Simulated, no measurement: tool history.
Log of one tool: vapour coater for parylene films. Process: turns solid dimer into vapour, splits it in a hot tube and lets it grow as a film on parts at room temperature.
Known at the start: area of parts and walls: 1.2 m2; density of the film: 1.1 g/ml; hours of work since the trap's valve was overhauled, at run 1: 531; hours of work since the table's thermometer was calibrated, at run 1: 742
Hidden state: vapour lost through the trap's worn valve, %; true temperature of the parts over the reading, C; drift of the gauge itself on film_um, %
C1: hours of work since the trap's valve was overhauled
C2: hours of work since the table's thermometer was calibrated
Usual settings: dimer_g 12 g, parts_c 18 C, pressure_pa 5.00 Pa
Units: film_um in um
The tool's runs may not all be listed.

run 1 day=0.000 | dimer_g=12 parts_c=18 pressure_pa=5.00 | C1=531 C2=742 | film_um=6.66
run 2 day=0.688 | dimer_g=12 parts_c=18 pressure_pa=8.23 | C1=545 C2=756 | film_um=6.38
run 3 day=1.238 | dimer_g=19 parts_c=18 pressure_pa=8.23 | C1=556 C2=767 | film_um=10.06
-- day=2.192 trap's valve overhauled
run 4 day=2.192 | dimer_g=12 parts_c=18 pressure_pa=5.00 | C1=0 C2=782 | film_um=7.16
run 5 day=2.854 | dimer_g=12 parts_c=18 pressure_pa=5.00 | C1=13 C2=795 | film_um=7.14
run 6 day=3.529 | dimer_g=12 parts_c=18 pressure_pa=5.21 | C1=26 C2=809 | film_um=7.11
run 7 day=4.333 | dimer_g=12 parts_c=18 pressure_pa=5.00 | C1=42 C2=824 | film_um=7.04
run 8 day=5.296 | dimer_g=12 parts_c=18 pressure_pa=5.00 | C1=61 C2=843 | film_um=7.00
run 9 day=5.754 | dimer_g=6 parts_c=18 pressure_pa=5.00 | C1=70 C2=852 | film_um=3.47
run 10 day=6.292 | dimer_g=6 parts_c=18 pressure_pa=5.00 | C1=80 C2=863 | film_um=3.54
run 11 day=7.188 | dimer_g=12 parts_c=18 pressure_pa=2.36 | C1=98 C2=880 | film_um=7.37
run 12 day=8.046 | dimer_g=12 parts_c=18 pressure_pa=2.36 | C1=115 C2=897 | film_um=7.29
run 13 day=8.533 | dimer_g=12 parts_c=18 pressure_pa=2.06 | C1=124 C2=907 | film_um=7.44
run 14 day=8.979 | dimer_g=12 parts_c=18 pressure_pa=5.06 | C1=133 C2=916 | film_um=6.91
run 15 day=9.658 | dimer_g=12 parts_c=18 pressure_pa=8.37 | C1=147 C2=929 | film_um=6.78
run 16 day=10.162 | dimer_g=12 parts_c=18 pressure_pa=5.00 | C1=156 C2=939 | film_um=7.05
-- day=10.900 table's thermometer calibrated
run 17 day=11.067 | dimer_g=12 parts_c=20 pressure_pa=2.18 | C1=173 C2=3 | film_um=7.00
run 18 day=11.525 | dimer_g=12 parts_c=20 pressure_pa=2.18 | C1=182 C2=12 | film_um=6.87
run 19 day=11.967 | dimer_g=12 parts_c=20 pressure_pa=2.18 | C1=191 C2=21 | film_um=7.04
run 20 day=12.429 | dimer_g=12 parts_c=10 pressure_pa=9.46 | C1=200 C2=30 | film_um=8.61
run 21 day=13.371 | dimer_g=14 parts_c=21 pressure_pa=5.38 | C1=219 C2=49 | film_um=7.36
run 22 day=14.333 | dimer_g=8 parts_c=10 pressure_pa=5.00 | C1=238 C2=67 | film_um=5.68
run 23 day=15.308 | dimer_g=8 parts_c=12 pressure_pa=5.00 | C1=257 C2=87 | film_um=5.64
run 24 day=16.025 | dimer_g=8 parts_c=12 pressure_pa=5.00 | C1=271 C2=101 | film_um=5.63
run 25 day=16.446 | dimer_g=16 parts_c=18 pressure_pa=7.77 | C1=279 C2=109 | film_um=8.96
run 26 day=17.254 | dimer_g=16 parts_c=18 pressure_pa=7.77 | C1=295 C2=125 | film_um=8.95
run 27 day=18.083 | dimer_g=21 parts_c=23 pressure_pa=5.00 | C1=311 C2=141 | film_um=10.22
run 28 day=18.829 | dimer_g=10 parts_c=23 pressure_pa=8.41 | C1=326 C2=156 | film_um=4.70
run 29 day=19.571 | dimer_g=10 parts_c=23 pressure_pa=8.41 | C1=340 C2=170 | film_um=4.63
run 30 day=19.967 | dimer_g=10 parts_c=18 pressure_pa=3.18 | C1=348 C2=178 | film_um=5.77
run 31 day=20.592 | dimer_g=10 parts_c=18 pressure_pa=3.18 | C1=360 C2=190 | film_um=5.82

Forecast each of these 5 alternatives for the next run:
run A day=21.529 | dimer_g=8 parts_c=25 pressure_pa=4.59 | C1=379 C2=209 | film_um=?
run B day=21.529 | dimer_g=21 parts_c=18 pressure_pa=3.18 | C1=379 C2=209 | film_um=?
run C day=21.529 | dimer_g=9 parts_c=28 pressure_pa=3.18 | C1=379 C2=209 | film_um=?
run D day=21.529 | dimer_g=19 parts_c=12 pressure_pa=3.56 | C1=379 C2=209 | film_um=?
run E day=21.529 | dimer_g=10 parts_c=18 pressure_pa=3.20 | C1=379 C2=209 | film_um=?

run=A film_um=3.60
run=B film_um=12.33
run=C film_um=3.76
run=D film_um=13.36
run=E film_um=5.77
Without the tool's hidden state the same runs would have given:
run=A film_um=3.84
run=B film_um=13.16
run=C film_um=4.01
run=D film_um=14.21
run=E film_um=6.16
